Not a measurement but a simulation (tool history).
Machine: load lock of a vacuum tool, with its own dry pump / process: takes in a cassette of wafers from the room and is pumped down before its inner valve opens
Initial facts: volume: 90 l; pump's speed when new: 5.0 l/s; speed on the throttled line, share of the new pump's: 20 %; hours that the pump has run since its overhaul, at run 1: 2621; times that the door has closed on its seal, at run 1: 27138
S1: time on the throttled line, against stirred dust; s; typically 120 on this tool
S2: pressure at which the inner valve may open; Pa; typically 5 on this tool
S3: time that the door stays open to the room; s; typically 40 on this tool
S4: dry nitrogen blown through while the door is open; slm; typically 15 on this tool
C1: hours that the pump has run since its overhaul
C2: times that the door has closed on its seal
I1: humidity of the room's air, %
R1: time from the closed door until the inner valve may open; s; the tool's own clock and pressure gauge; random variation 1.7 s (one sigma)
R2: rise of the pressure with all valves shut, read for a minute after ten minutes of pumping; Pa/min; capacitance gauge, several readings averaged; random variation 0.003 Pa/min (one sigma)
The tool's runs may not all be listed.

run     hour   S1  S2   S3  S4     C1     C2    I1     R1     R2
  1        0  120   5   40  15   2621  27138  45.3  285.6  0.202
  2    270.4  120   5   40  15   2892  28131  44.3  287.2  0.212
  3    772.1  120   5   40  15   3393  29975  46.8  285.9  0.243
  4   1309.5  120  10   40  15   3931  31949  40.5  274.1  0.247
  5   1857.8  120  10   40  15   4479  33964  44.1  275.8  0.283
      2112.1  -- door's seal changed, seat wiped
  6   2376.1  120   5   40   5   4996    971  41.1  293.6  0.038
  7   2898.1  120   5   40   5   5518   2888  39.7  291.7  0.041
  8   3397.6  120   5   40  15   6017   4724  43.2  294.7  0.034
  9   3894.2  120   5   40  15   6514   6548  42.7  290.7  0.042
 10   4321.7  120   5   40  15   6942   8119  44.7  293.1  0.051
 11   4937.5  120   5   40  15   7557  10381    46  299.1  0.063
 12   5383.9  120   5   40  15   8004  12022    42  299.8  0.072
 13   5865.7  120   5   40  15   8486  13792    45  297.4  0.085
 14   6391.7  120   9   40  15   9012  15725  42.9    289  0.092
 15     6729  120   9   40  15   9349  16964  47.8  289.9  0.109
 16   7268.9  120   5   40  15   9889  18947  46.8  305.4  0.125
 17   7573.4  120   5   90  15  10193  20066  44.1  307.2  0.138
 18   8081.8  120   5   90  15  10702  21934  46.3  308.9  0.164
 19   8465.4  120   5   90  15  11085  23343  48.2  306.3  0.176
 20   8889.8  120   5   64  35  11510  24903  44.3  306.5  0.177
 21   9258.5  120   9   40  15  11878  26258  46.1  297.1  0.197
 22   9750.9  120   5   40  30  12371  28067  46.3  316.3  0.208
 23  10025.6  120   5   42  12  12645  29076  47.9    315  0.229
     10618.1  -- dry pump taken out, an overhauled one fitted
 24  10636.4   96   5   42  13     18  31298    41  260.5   0.25
 25  11188.2   61   4  114  17    570  33326  44.9  235.4  0.286
 26  11522.5  120   7  106  15    904  34554    42  272.6  0.306
     11628.4  -- door's seal changed, seat wiped
 27  11794.7  120   7  106  15   1175    611    48  273.7   0.04
 28  12395.4  120   7  106  15   1776   2819  42.6  276.7   0.04
 29  12680.1  120   7  106  15   2061   3865  42.8  276.9  0.045
 30    13048  120   5   61  15   2428   5217  51.1  286.9   0.05
 31  13556.5  188   6   40   5   2937   7085  42.1  334.4  0.056
 32  14058.7   82   6   40  14   3439   8930  46.8  252.2  0.061
 33  14385.2   82   6   40  14   3766  10129  46.5  251.8  0.067
 34  14832.7   82   6   40  14   4213  11774  42.6  254.8  0.067
 35  15386.5  150   5   84  15   4767  13809  42.6  311.9  0.092
 36    15920  173   7   40  15   5300  15769  42.5    327  0.098

For each entry between runs, how does the tool's hidden state at the last listed run before it compare with that at the first listed run after it?
After run 5, before run 6: door's seal changed, seat wiped (hour 2112.1)
  pump's speed, % of a new pump's: 92.3 -> 91.6; leak at the door's seal, Pa l/s: 0.3917 -> 0.0054
  measured value less the no-hidden-state value, R1: +12.3 -> +14.8 s; R2: +0.261 -> +0.003 Pa/min
After run 23, before run 24: dry pump taken out, an overhauled one fitted (hour 10618.1)
  pump's speed, % of a new pump's: 80.9 -> 99.1; leak at the door's seal, Pa l/s: 0.3043 -> 0.3454
  measured value less the no-hidden-state value, R1: +37.8 -> +1.9 s; R2: +0.201 -> +0.229 Pa/min
After run 26, before run 27: door's seal changed, seat wiped (hour 11628.4)
  pump's speed, % of a new pump's: 97.9 -> 97.5; leak at the door's seal, Pa l/s: 0.4043 -> 0.0051
  measured value less the no-hidden-state value, R1: +3.2 -> +3.8 s; R2: +0.269 -> +0.002 Pa/min

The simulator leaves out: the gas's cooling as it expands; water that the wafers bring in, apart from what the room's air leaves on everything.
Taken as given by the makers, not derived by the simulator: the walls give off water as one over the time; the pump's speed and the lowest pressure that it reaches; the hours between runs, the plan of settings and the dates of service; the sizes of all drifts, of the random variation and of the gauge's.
